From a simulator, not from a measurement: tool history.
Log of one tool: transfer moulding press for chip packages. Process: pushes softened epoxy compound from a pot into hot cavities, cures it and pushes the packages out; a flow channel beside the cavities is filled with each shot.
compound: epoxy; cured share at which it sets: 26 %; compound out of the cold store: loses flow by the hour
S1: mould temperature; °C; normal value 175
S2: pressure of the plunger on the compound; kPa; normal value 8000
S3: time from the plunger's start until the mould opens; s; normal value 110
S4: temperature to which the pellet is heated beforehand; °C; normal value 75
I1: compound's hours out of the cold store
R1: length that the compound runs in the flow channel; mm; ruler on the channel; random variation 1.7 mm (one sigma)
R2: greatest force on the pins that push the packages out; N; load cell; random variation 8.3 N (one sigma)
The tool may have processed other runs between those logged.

| run | hour | S1 | S2 | S3 | S4 | I1 | R1 | R2 |
|---|---|---|---|---|---|---|---|---|
| 1 | 0.0 | 175 | 8000 | 110 | 75 | 34.0 | 674 | 365 |
| 2 | 59.6 | 175 | 8000 | 110 | 75 | 38.3 | 660 | 370 |
|  | 65.9 | cavities cleaned with cleaning compound and waxed |
|  | 113.0 | plunger's sealing rings changed |
| 3 | 120.8 | 175 | 8000 | 110 | 75 | 15.6 | 733 | 392 |
|  | 155.9 | cavities cleaned with cleaning compound and waxed |
| 4 | 217.1 | 175 | 8000 | 110 | 75 | 41.4 | 651 | 352 |
|  | 241.5 | cavities cleaned with cleaning compound and waxed |
| 5 | 318.9 | 175 | 8000 | 110 | 75 | 14.0 | 743 | 397 |
|  | 328.6 | cavities cleaned with cleaning compound and waxed |
|  | 346.2 | mould's thermocouples calibrated |
|  | 372.6 | plunger's sealing rings changed |
| 6 | 399.3 | 175 | 8000 | 110 | 83 | 40.0 | 658 | 361 |
|  | 417.6 | cavities cleaned with cleaning compound and waxed |
| 7 | 449.7 | 175 | 8000 | 110 | 75 | 13.3 | 745 | 368 |
|  | 502.6 | cavities cleaned with cleaning compound and waxed |
| 8 | 540.3 | 175 | 8000 | 110 | 75 | 9.2 | 756 | 384 |
|  | 586.4 | cavities cleaned with cleaning compound and waxed |
| 9 | 590.5 | 175 | 8000 | 110 | 75 | 26.8 | 698 | 378 |
|  | 629.5 | plunger's sealing rings changed |
| 10 | 643.1 | 175 | 8000 | 110 | 75 | 13.2 | 742 | 383 |
|  | 675.7 | cavities cleaned with cleaning compound and waxed |
| 11 | 687.3 | 175 | 8000 | 110 | 75 | 18.5 | 728 | 388 |
|  | 759.7 | cavities cleaned with cleaning compound and waxed |
| 12 | 787.9 | 175 | 8000 | 110 | 75 | 21.4 | 715 | 377 |
|  | 845.2 | cavities cleaned with cleaning compound and waxed |
|  | 862.4 | mould's thermocouples calibrated |
|  | 888.3 | plunger's sealing rings changed |
| 13 | 888.3 | 175 | 8000 | 110 | 75 | 38.0 | 661 | 358 |
|  | 934.7 | cavities cleaned with cleaning compound and waxed |
| 14 | 963.3 | 181 | 8000 | 125 | 75 | 21.1 | 696 | 273 |
| 15 | 1015.8 | 181 | 8000 | 125 | 75 | 12.4 | 725 | 282 |
|  | 1021.8 | cavities cleaned with cleaning compound and waxed |
| 16 | 1073.3 | 168 | 7620 | 119 | 68 | 42.8 | 656 | 506 |
|  | 1105.8 | cavities cleaned with cleaning compound and waxed |
|  | 1143.8 | plunger's sealing rings changed |
| 17 | 1145.3 | 168 | 9140 | 110 | 79 | 41.4 | 720 | 594 |
|  | 1195.1 | cavities cleaned with cleaning compound and waxed |
| 18 | 1230.6 | 168 | 9140 | 110 | 79 | 16.7 | 812 | 637 |
|  | 1283.5 | cavities cleaned with cleaning compound and waxed |
| 19 | 1311.8 | 169 | 9150 | 94 | 68 | 37.9 | 732 | 772 |
|  | 1372.5 | mould's thermocouples calibrated |
|  | 1374.0 | cavities cleaned with cleaning compound and waxed |
|  | 1402.0 | plunger's sealing rings changed |
| 20 | 1406.4 | 181 | 8480 | 94 | 80 | 14.4 | 739 | 369 |
|  | 1460.4 | cavities cleaned with cleaning compound and waxed |
| 21 | 1490.8 | 170 | 7580 | 93 | 73 | 26.4 | 698 | 766 |
| 22 | 1540.4 | 170 | 7580 | 93 | 73 | 26.0 | 698 | 754 |
|  | 1547.1 | cavities cleaned with cleaning compound and waxed |
| 23 | 1584.8 | 170 | 7580 | 145 | 73 | 10.9 | 752 | 341 |
|  | 1631.9 | cavities cleaned with cleaning compound and waxed |
|  | 1657.6 | plunger's sealing rings changed |
| 24 | 1665.4 | 175 | 8000 | 113 | 75 | 11.0 | 752 | 372 |
|  | 1719.6 | cavities cleaned with cleaning compound and waxed |
| 25 | 1744.1 | 178 | 8000 | 113 | 78 | 40.9 | 638 | 302 |

What if the next run were any one of these 3? Each begins from the tool's condition after run 25:
|  | 1808.1 | cavities cleaned with cleaning compound and waxed |
| A | 1841.4 | 178 | 6810 | 113 | 79 | 8.8 | ? | ? |
|  | 1808.1 | cavities cleaned with cleaning compound and waxed |
| B | 1841.4 | 178 | 8000 | 113 | 77 | 47.2 | ? | ? |
|  | 1808.1 | cavities cleaned with cleaning compound and waxed |
| C | 1841.4 | 175 | 8000 | 110 | 71 | 36.4 | ? | ? |

| run | R1 | R2 |
|---|---|---|
| A | 690 | 302 |
| B | 622 | 304 |
| C | 668 | 352 |
Had the tool no hidden state, the same runs would have come out as:
| run | R1 | R2 |
|---|---|---|
| A | 690 | 299 |
| B | 622 | 301 |
| C | 668 | 349 |
